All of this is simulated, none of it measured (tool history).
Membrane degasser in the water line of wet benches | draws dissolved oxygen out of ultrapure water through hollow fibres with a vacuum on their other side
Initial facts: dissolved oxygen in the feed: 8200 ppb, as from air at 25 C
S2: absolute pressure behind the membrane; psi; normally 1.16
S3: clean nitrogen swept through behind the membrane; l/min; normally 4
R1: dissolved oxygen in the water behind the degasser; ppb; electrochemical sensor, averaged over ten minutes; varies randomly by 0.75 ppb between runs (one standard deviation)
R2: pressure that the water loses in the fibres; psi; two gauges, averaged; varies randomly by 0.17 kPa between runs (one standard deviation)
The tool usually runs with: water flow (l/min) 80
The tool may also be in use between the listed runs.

{"run": 1, "day": 0.0, "water flow (l/min)": 80, "S2": 1.16, "S3": 4, "R1": 214.4, "R2": 4.347}
{"run": 2, "day": 2.725, "water flow (l/min)": 80, "S2": 1.16, "S3": 4, "R1": 215, "R2": 4.289}
{"run": 3, "day": 4.867, "water flow (l/min)": 80, "S2": 0.76, "S3": 4, "R1": 95.9, "R2": 4.354}
{"run": 4, "day": 8.712, "water flow (l/min)": 80, "S2": 1.774, "S3": 4, "R1": 388.9, "R2": 4.361}
{"run": 5, "day": 12.058, "water flow (l/min)": 90, "S2": 1.16, "S3": 4, "R1": 239.1, "R2": 4.879}
{"run": 6, "day": 16.55, "water flow (l/min)": 90, "S2": 1.16, "S3": 4, "R1": 238.5, "R2": 4.84}
{"run": 7, "day": 20.225, "water flow (l/min)": 90, "S2": 1.16, "S3": 4, "R1": 237.4, "R2": 4.867}
{"day": 20.479, "done": "vacuum gauge calibrated"}
{"run": 8, "day": 23.138, "water flow (l/min)": 80, "S2": 1.16, "S3": 6.73, "R1": 137.9, "R2": 4.329}
{"run": 9, "day": 27.529, "water flow (l/min)": 68, "S2": 1.16, "S3": 4.57, "R1": 165.6, "R2": 3.661}
{"run": 10, "day": 31.912, "water flow (l/min)": 54, "S2": 2.647, "S3": 1.76, "R1": 889.8, "R2": 2.934}
{"run": 11, "day": 36.521, "water flow (l/min)": 80, "S2": 0.956, "S3": 4, "R1": 156, "R2": 4.364}
{"day": 38.096, "done": "vacuum gauge calibrated, once more"}
{"run": 12, "day": 39.496, "water flow (l/min)": 70, "S2": 0.847, "S3": 11.75, "R1": 39.9, "R2": 3.806}
{"run": 13, "day": 42.65, "water flow (l/min)": 86, "S2": 1.91, "S3": 10.73, "R1": 190.3, "R2": 4.601}
{"run": 14, "day": 45.108, "water flow (l/min)": 81, "S2": 1.91, "S3": 10.73, "R1": 180.1, "R2": 4.409}
{"run": 15, "day": 47.071, "water flow (l/min)": 70, "S2": 2.073, "S3": 3.93, "R1": 425.8, "R2": 3.778}

5 ways to go on from here, each from the tool as it stands after run 15. What would each give?
{"run": "A", "day": 50.721, "water flow (l/min)": 63, "S2": 2.073, "S3": 3.93, "R1": "?", "R2": "?"}
{"run": "B", "day": 50.721, "water flow (l/min)": 65, "S2": 1.16, "S3": 4, "R1": "?", "R2": "?"}
{"run": "C", "day": 50.721, "water flow (l/min)": 70, "S2": 1.951, "S3": 3.93, "R1": "?", "R2": "?"}
{"run": "D", "day": 50.721, "water flow (l/min)": 64, "S2": 1.247, "S3": 2.7, "R1": "?", "R2": "?"}
{"run": "E", "day": 50.721, "water flow (l/min)": 64, "S2": 2.766, "S3": 5.2, "R1": "?", "R2": "?"}

run=A R1=391.4 R2=3.387
run=B R1=177.2 R2=3.543
run=C R1=397.5 R2=3.848
run=D R1=274.3 R2=3.504
run=E R1=437.4 R2=3.443
Without the tool's unlogged condition, the same runs would have read:
run=A R1=389.7 R2=3.365
run=B R1=176.4 R2=3.522
run=C R1=396.1 R2=3.825
run=D R1=273.5 R2=3.481
run=E R1=435.3 R2=3.421
